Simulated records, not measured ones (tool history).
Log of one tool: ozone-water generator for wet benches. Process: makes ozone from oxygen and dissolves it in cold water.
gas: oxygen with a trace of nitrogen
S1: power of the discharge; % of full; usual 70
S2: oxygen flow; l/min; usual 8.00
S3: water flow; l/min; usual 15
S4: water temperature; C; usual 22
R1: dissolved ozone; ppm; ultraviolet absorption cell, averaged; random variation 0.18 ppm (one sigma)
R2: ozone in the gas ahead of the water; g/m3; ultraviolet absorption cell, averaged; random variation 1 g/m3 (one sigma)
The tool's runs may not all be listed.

Run 1, hour 0.0: usual settings. Result: R1 24.8 ppm, R2 172.9 g/m3.
Run 2, hour 187.5: usual settings but S1 63 % of full. Result: R1 22.7 ppm, R2 160.3 g/m3.
Run 3, hour 360.5: usual settings but S1 63 % of full. Result: R1 22.9 ppm, R2 159.5 g/m3.
Run 4, hour 455.8: usual settings. Result: R1 24.9 ppm, R2 172.5 g/m3.
Run 5, hour 600.0: usual settings. Result: R1 24.3 ppm, R2 173.7 g/m3.
Run 6, hour 695.8: usual settings. Result: R1 24.9 ppm, R2 172.5 g/m3.
Run 7, hour 876.5: usual settings. Result: R1 24.7 ppm, R2 172.2 g/m3.
Run 8, hour 993.9: usual settings. Result: R1 24.8 ppm, R2 173.3 g/m3.
Run 9, hour 1084.1: usual settings but S3 22 l/min. Result: R1 19.0 ppm, R2 171.7 g/m3.
Run 10, hour 1275.1: usual settings. Result: R1 24.8 ppm, R2 171.7 g/m3.
Run 11, hour 1432.1: usual settings. Result: R1 24.5 ppm, R2 173.9 g/m3.
Run 12, hour 1554.6: usual settings. Result: R1 24.6 ppm, R2 173.6 g/m3.
Run 13, hour 1739.0: usual settings. Result: R1 24.6 ppm, R2 173.2 g/m3.
Run 14, hour 1876.6: usual settings. Result: R1 24.6 ppm, R2 172.7 g/m3.
Run 15, hour 1989.2: usual settings. Result: R1 24.4 ppm, R2 171.9 g/m3.
Run 16, hour 2166.5: usual settings. Result: R1 25.0 ppm, R2 173.7 g/m3.
Run 17, hour 2308.0: usual settings but S2 11.28 l/min. Result: R1 22.4 ppm, R2 140.7 g/m3.
Run 18, hour 2457.8: usual settings but S1 42 % of full, S2 11.82 l/min, S4 19 C. Result: R1 16.3 ppm, R2 95.5 g/m3.
Run 19, hour 2555.8: usual settings but S2 5.72 l/min, S4 20 C. Result: R1 27.4 ppm, R2 211.2 g/m3.
At hour 2635.9: contactor cleaned.
Run 20, hour 2702.9: usual settings but S2 7.29 l/min. Result: R1 25.1 ppm, R2 181.8 g/m3.
Run 21, hour 2782.8: usual settings but S1 64 % of full, S3 19 l/min, S4 15 C. Result: R1 22.3 ppm, R2 161.6 g/m3.
Run 22, hour 2924.1: usual settings but S1 64 % of full, S3 19 l/min, S4 15 C. Result: R1 22.3 ppm, R2 162.1 g/m3.
Run 23, hour 3070.1: usual settings but S1 66 % of full, S2 14.31 l/min. Result: R1 20.0 ppm, R2 116.9 g/m3.
Run 24, hour 3221.9: usual settings but S1 66 % of full, S2 14.31 l/min. Result: R1 19.9 ppm, R2 118.4 g/m3.
Run 25, hour 3395.0: usual settings but S1 66 % of full, S2 14.31 l/min. Result: R1 20.0 ppm, R2 119.2 g/m3.
Run 26, hour 3524.1: usual settings but S1 66 % of full, S2 14.31 l/min, S3 20 l/min, S4 23 C. Result: R1 16.5 ppm, R2 118.7 g/m3.
Run 27, hour 3620.0: usual settings but S1 66 % of full, S2 14.31 l/min, S3 20 l/min, S4 23 C. Result: R1 16.6 ppm, R2 117.8 g/m3.
Run 28, hour 3780.5: usual settings but S1 66 % of full, S2 10.41 l/min, S3 20 l/min, S4 18 C. Result: R1 19.9 ppm, R2 141.7 g/m3.
Run 29, hour 3962.7: usual settings but S1 66 % of full, S2 10.41 l/min, S3 20 l/min, S4 18 C. Result: R1 20.0 ppm, R2 141.3 g/m3.
Run 30, hour 4101.8: usual settings but S1 66 % of full, S2 10.41 l/min, S3 20 l/min, S4 18 C. Result: R1 20.0 ppm, R2 141.2 g/m3.
At hour 4233.0: water thermometer calibrated.
Run 31, hour 4255.1: usual settings but S1 94 % of full, S3 20 l/min, S4 23 C. Result: R1 24.3 ppm, R2 215.0 g/m3.
Run 32, hour 4420.3: usual settings but S2 6.81 l/min, S3 14 l/min. Result: R1 26.8 ppm, R2 188.9 g/m3.
Run 33, hour 4611.5: usual settings but S1 90 % of full, S2 6.92 l/min. Result: R1 30.6 ppm, R2 224.4 g/m3.

Forecast each of these 3 alternatives for the next run:
Run A, hour 4725.6: usual settings but S2 6.65 l/min. Result: R1 ?, R2 ?.
Run B, hour 4725.6: usual settings but S2 14.06 l/min, S3 11 l/min, S4 27 C. Result: R1 ?, R2 ?.
Run C, hour 4725.6: usual settings but S4 25 C. Result: R1 ?, R2 ?.

run    R1     R2
  A  26.1  192.4
  B  21.2  125.1
  C  23.4  172.2
Without the tool's hidden state the same runs would have given:
run    R1     R2
  A  26.1  192.5
  B  21.3  125.2
  C  23.5  172.3

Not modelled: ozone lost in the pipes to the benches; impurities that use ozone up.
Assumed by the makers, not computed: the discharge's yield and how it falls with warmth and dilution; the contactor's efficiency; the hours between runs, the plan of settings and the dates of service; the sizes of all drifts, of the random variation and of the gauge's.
